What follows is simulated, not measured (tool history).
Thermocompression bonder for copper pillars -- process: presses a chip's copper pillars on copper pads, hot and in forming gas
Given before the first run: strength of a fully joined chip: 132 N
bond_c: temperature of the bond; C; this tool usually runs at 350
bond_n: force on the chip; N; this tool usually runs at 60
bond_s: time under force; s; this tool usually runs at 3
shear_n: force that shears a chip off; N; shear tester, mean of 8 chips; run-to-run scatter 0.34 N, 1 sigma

{"run": 1, "hour": 0.0, "bond_c": 350, "bond_n": 60, "bond_s": 3, "shear_n": 50.8}
{"run": 2, "hour": 26.3, "bond_c": 350, "bond_n": 60, "bond_s": 3, "shear_n": 50.3}
{"run": 3, "hour": 48.2, "bond_c": 350, "bond_n": 60, "bond_s": 3, "shear_n": 51.4}
{"run": 4, "hour": 61.1, "bond_c": 350, "bond_n": 88, "bond_s": 3, "shear_n": 67.3}
{"run": 5, "hour": 73.3, "bond_c": 350, "bond_n": 60, "bond_s": 3, "shear_n": 51}
{"run": 6, "hour": 97.6, "bond_c": 350, "bond_n": 60, "bond_s": 3, "shear_n": 50.4}
{"run": 7, "hour": 111.6, "bond_c": 350, "bond_n": 60, "bond_s": 3, "shear_n": 50.8}
{"run": 8, "hour": 126.1, "bond_c": 350, "bond_n": 60, "bond_s": 3, "shear_n": 51}
{"run": 9, "hour": 149.4, "bond_c": 350, "bond_n": 69, "bond_s": 3, "shear_n": 56.2}
{"run": 10, "hour": 166.8, "bond_c": 350, "bond_n": 60, "bond_s": 4, "shear_n": 56.9}
{"run": 11, "hour": 187.1, "bond_c": 350, "bond_n": 60, "bond_s": 4, "shear_n": 55.9}
{"run": 12, "hour": 206.2, "bond_c": 350, "bond_n": 60, "bond_s": 4, "shear_n": 56.4}
{"run": 13, "hour": 230.3, "bond_c": 342, "bond_n": 60, "bond_s": 3, "shear_n": 46.6}
{"run": 14, "hour": 248.9, "bond_c": 350, "bond_n": 60, "bond_s": 3, "shear_n": 50.6}
{"run": 15, "hour": 270.4, "bond_c": 350, "bond_n": 60, "bond_s": 3, "shear_n": 50.8}
{"hour": 275.4, "done": "forming gas filter changed"}
{"run": 16, "hour": 287.6, "bond_c": 350, "bond_n": 60, "bond_s": 3, "shear_n": 51}
{"run": 17, "hour": 316.7, "bond_c": 350, "bond_n": 60, "bond_s": 3, "shear_n": 50.9}
{"run": 18, "hour": 342.3, "bond_c": 350, "bond_n": 39, "bond_s": 3, "shear_n": 36.1}
{"run": 19, "hour": 363.7, "bond_c": 350, "bond_n": 39, "bond_s": 3, "shear_n": 35.7}
{"run": 20, "hour": 384.5, "bond_c": 350, "bond_n": 60, "bond_s": 3, "shear_n": 51}
{"run": 21, "hour": 411.2, "bond_c": 371, "bond_n": 60, "bond_s": 5, "shear_n": 73.7}
{"run": 22, "hour": 432.0, "bond_c": 351, "bond_n": 44, "bond_s": 5, "shear_n": 49.1}
{"run": 23, "hour": 458.3, "bond_c": 351, "bond_n": 44, "bond_s": 5, "shear_n": 49.1}
{"run": 24, "hour": 485.1, "bond_c": 351, "bond_n": 68, "bond_s": 8, "shear_n": 78.9}
{"run": 25, "hour": 510.3, "bond_c": 327, "bond_n": 36, "bond_s": 7, "shear_n": 37.4}
{"run": 26, "hour": 527.6, "bond_c": 327, "bond_n": 36, "bond_s": 7, "shear_n": 36.8}
{"run": 27, "hour": 541.4, "bond_c": 343, "bond_n": 60, "bond_s": 2, "shear_n": 40.5}
{"run": 28, "hour": 556.6, "bond_c": 343, "bond_n": 54, "bond_s": 4, "shear_n": 48.3}
{"run": 29, "hour": 580.4, "bond_c": 334, "bond_n": 57, "bond_s": 3, "shear_n": 40.6}
{"run": 30, "hour": 592.6, "bond_c": 334, "bond_n": 57, "bond_s": 3, "shear_n": 41.1}
{"run": 31, "hour": 611.9, "bond_c": 334, "bond_n": 57, "bond_s": 3, "shear_n": 41.2}
{"run": 32, "hour": 632.4, "bond_c": 334, "bond_n": 57, "bond_s": 3, "shear_n": 41}
{"run": 33, "hour": 658.2, "bond_c": 334, "bond_n": 57, "bond_s": 3, "shear_n": 41.2}
{"run": 34, "hour": 670.0, "bond_c": 371, "bond_n": 54, "bond_s": 3, "shear_n": 57.1}
{"hour": 681.8, "done": "forming gas filter changed"}
{"run": 35, "hour": 690.9, "bond_c": 371, "bond_n": 54, "bond_s": 3, "shear_n": 56.7}
{"run": 36, "hour": 706.2, "bond_c": 356, "bond_n": 60, "bond_s": 2, "shear_n": 45.8}
{"run": 37, "hour": 722.4, "bond_c": 341, "bond_n": 39, "bond_s": 3, "shear_n": 32.1}
{"run": 38, "hour": 743.2, "bond_c": 341, "bond_n": 39, "bond_s": 3, "shear_n": 31.8}
{"run": 39, "hour": 763.5, "bond_c": 361, "bond_n": 79, "bond_s": 4, "shear_n": 75.3}
{"run": 40, "hour": 777.5, "bond_c": 361, "bond_n": 79, "bond_s": 4, "shear_n": 75.5}

4 options for the next run, each taken on its own from the tool as it stands now. Forecast them:
{"run": "A", "hour": 803.5, "bond_c": 361, "bond_n": 76, "bond_s": 4, "shear_n": "?"}
{"run": "B", "hour": 803.5, "bond_c": 343, "bond_n": 79, "bond_s": 3, "shear_n": "?"}
{"run": "C", "hour": 803.5, "bond_c": 361, "bond_n": 79, "bond_s": 4, "shear_n": "?"}
{"run": "D", "hour": 803.5, "bond_c": 350, "bond_n": 53, "bond_s": 3, "shear_n": "?"}

run=A shear_n=73.6
run=B shear_n=58.8
run=C shear_n=75.6
run=D shear_n=46.2
The same runs, with their run-to-run variation unchanged, on a tool lacking any hidden condition would have given:
run=A shear_n=73.8
run=B shear_n=59
run=C shear_n=75.8
run=D shear_n=46.3
